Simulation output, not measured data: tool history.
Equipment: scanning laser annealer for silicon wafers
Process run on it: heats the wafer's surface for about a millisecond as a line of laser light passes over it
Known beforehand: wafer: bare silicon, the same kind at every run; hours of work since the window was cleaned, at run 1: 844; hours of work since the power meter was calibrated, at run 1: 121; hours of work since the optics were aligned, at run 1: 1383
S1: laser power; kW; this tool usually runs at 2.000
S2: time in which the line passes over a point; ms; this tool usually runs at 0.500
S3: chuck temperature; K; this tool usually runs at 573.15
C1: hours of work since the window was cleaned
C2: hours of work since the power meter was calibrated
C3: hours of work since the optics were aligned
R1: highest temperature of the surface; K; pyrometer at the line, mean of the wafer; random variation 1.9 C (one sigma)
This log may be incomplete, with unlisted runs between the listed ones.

run,hour,S1,S2,S3,C1,C2,C3,R1
1,0.0,2.000,0.500,573.15,844,121,1383,1360.15
2,5.2,2.000,0.500,573.15,848,125,1386,1357.15
3,15.8,2.000,0.500,573.15,854,131,1392,1359.15
4,23.8,2.000,0.500,573.15,859,136,1397,1358.15
5,30.1,2.000,0.500,573.15,863,140,1401,1359.15
6,37.8,2.000,0.485,573.15,868,145,1406,1349.15
7,47.5,2.000,0.485,612.15,874,151,1412,1392.15
8,54.1,2.000,0.485,612.15,878,155,1416,1385.15
9,60.5,2.000,0.500,573.15,882,159,1420,1360.15
10,67.2,2.000,0.500,607.15,886,163,1424,1390.15
11,76.8,2.000,0.500,607.15,892,169,1430,1388.15
12,84.5,2.000,0.500,607.15,897,174,1435,1391.15
13,90.1,2.000,0.500,607.15,900,177,1438,1391.15
14,98.4,2.000,0.500,607.15,905,182,1443,1392.15
15,104.0,1.787,0.532,577.15,909,186,1447,1291.15
16,112.8,2.085,0.362,573.15,914,191,1452,1283.15
17,120.5,2.085,0.362,573.15,919,196,1457,1284.15

3 options for the next run, each taken on its own from the tool as it stands now. Forecast them:
A,131.4,1.879,0.500,607.15,926,203,1464,?
B,131.4,2.007,0.500,565.15,926,203,1464,?
C,131.4,2.000,0.536,583.15,926,203,1464,?

run,R1
A,1343.15
B,1349.15
C,1392.15
What these runs would have given with no unlogged condition in the tool:
run,R1
A,1345.15
B,1351.15
C,1394.15
